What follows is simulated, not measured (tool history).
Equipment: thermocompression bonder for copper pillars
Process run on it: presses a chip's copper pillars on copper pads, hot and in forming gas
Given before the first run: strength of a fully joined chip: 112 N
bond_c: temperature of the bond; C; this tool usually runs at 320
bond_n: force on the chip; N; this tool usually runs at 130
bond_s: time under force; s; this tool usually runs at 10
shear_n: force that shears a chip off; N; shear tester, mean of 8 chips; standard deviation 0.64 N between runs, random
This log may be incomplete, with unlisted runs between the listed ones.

run    day  bond_c  bond_n  bond_s  shear_n
  1  0.000     320     130      10     37.8
  2  0.321     320     130      10     38.1
  3  0.612     320     130      10     38.5
  4  0.842     320     130      10     38.4
  5  1.125     320     130      10     38.5
  6  1.517     320     130      10     38.8
  7  1.767     320      93      10     28.9
  8  1.950     320      93      10     28.6
  9  2.362     320     130      14     43.6
 10  2.754     320     130      14     43.0
 11  2.933     320     130      10     37.5
 12  3.292     320     130      10     37.4
 13  3.596     320      86      10     25.8
 14  3.783     320     130      27     55.6
 15  4.046     320     177      10     48.3
 16  4.317     320     177      10     48.1

Forecast run 17:
 17  4.696     320     177      10        ?

shear_n: 47.9 N
With no hidden state in the tool, this same run would have given shear_n 50.9 N.
